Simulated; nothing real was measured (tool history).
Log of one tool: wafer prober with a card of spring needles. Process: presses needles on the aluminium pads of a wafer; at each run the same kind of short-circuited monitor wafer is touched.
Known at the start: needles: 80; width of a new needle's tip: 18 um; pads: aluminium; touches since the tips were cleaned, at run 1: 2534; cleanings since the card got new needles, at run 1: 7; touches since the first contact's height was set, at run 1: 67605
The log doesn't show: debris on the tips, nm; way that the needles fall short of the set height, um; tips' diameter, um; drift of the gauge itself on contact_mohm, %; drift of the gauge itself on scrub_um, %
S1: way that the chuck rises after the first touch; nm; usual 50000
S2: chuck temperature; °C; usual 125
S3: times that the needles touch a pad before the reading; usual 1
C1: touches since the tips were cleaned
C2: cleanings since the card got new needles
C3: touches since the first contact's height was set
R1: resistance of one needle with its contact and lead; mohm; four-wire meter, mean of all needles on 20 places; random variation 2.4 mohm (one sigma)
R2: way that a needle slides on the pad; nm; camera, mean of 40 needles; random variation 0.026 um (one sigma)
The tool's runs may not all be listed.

run	day	S1	S2	S3	C1	C2	C3	R1	R2
1	0	50000	125	1	2534	7	67605	334	10990
# day 0.675: tips cleaned on abrasive film
2	0.883	50000	125	1	1708	8	74785	322	10930
# day 1.179: height of the first contact set anew
3	1.496	50000	125	1	6616	8	2593	355	11160
# day 1.729: tips cleaned on abrasive film
4	2.579	50000	125	1	6953	9	11426	357	11150
# day 2.717: tips cleaned on abrasive film
5	3.392	50000	125	1	5518	10	18053	348	11110
# day 3.704: tips cleaned on abrasive film
6	4.408	50000	104	1	5766	11	26342	350	11070
# day 4.671: tips cleaned on abrasive film
7	5.508	50000	125	1	6855	12	35297	357	11040
# day 5.642: tips cleaned on abrasive film
8	6.233	50000	125	1	4829	13	41181	354	11040
# day 6.675: tips cleaned on abrasive film
9	6.821	50000	30	1	1205	14	45968	298	11050
10	7.392	50000	125	1	5875	14	50638	355	11040
# day 7.65: tips cleaned on abrasive film
11	8.075	50000	125	1	3491	15	56195	344	11010
# day 8.633: tips cleaned on abrasive film
12	8.733	50000	125	1	814	16	61536	302	10990
# day 9.638: tips cleaned on abrasive film
13	9.779	38000	125	1	1171	17	70075	345	8250
14	10.375	38000	125	1	6050	17	74954	417	8280
# day 10.588: tips cleaned on abrasive film
# day 10.6: height of the first contact set anew
15	10.879	38000	125	1	2263	18	2263	370	8480
# day 11.621: tips cleaned on abrasive film
16	11.646	50000	125	1	189	19	8514	280	11160
17	12.179	50000	46	1	4539	19	12864	338	11100
# day 12.621: tips cleaned on abrasive film
18	13	60000	43	2	3087	20	19553	283	13310
19	13.5	61000	46	2	7180	20	23646	289	13580
# day 13.588: tips cleaned on abrasive film
20	14.279	61000	46	2	5635	21	29979	288	13540
# day 14.546: tips cleaned on abrasive film
21	14.9	61000	46	2	2893	22	35037	282	13490
# day 15.538: tips cleaned on abrasive film
22	15.588	32000	36	2	395	23	40628	292	7000
23	16.304	32000	125	1	6267	23	46500	471	7020
# day 16.521: tips cleaned on abrasive film
24	17.392	50000	52	1	7121	24	55343	356	11020
# day 17.492: tips cleaned on abrasive film
25	18.429	49000	81	1	7667	25	63813	365	10820
# day 18.508: tips cleaned on abrasive film
26	19.192	49000	81	1	5591	26	70004	358	10730
# day 19.492: tips cleaned on abrasive film
27	19.7	50000	30	3	1719	27	74152	268	10990
# day 20.083: height of the first contact set anew
# day 20.542: tips cleaned on abrasive film
28	20.729	55000	32	3	1547	28	5241	262	12240
# day 21.5: tips cleaned on abrasive film
29	21.812	50000	32	3	2561	29	14078	273	11050
# day 22.458: tips cleaned on abrasive film
30	22.488	31000	125	3	232	30	19540	297	6850
31	23.367	31000	125	3	7431	30	26739	365	6870
# day 23.421: tips cleaned on abrasive film
# day 24.371: tips cleaned on abrasive film
32	24.371	39000	116	1	0	32	34904	293	8610

Some steps in R1 between neighbouring runs. How much of each would the tool show without its hidden state too (settings, what came in, random variation), and how much is left for the hidden state, with any gauge scatter that isn't in both results?
Run 15 -> 16: S1 38000 -> 50000, tips cleaned on abrasive film. R1 -90 mohm: hidden state -84, all else -6.
Run 22 -> 23: S2 36 -> 125, S3 2 -> 1. R1 +179 mohm: hidden state +155, all else +24.
Run 23 -> 24: S1 32000 -> 50000, S2 125 -> 52, tips cleaned on abrasive film. R1 -115 mohm: hidden state -86, all else -29.
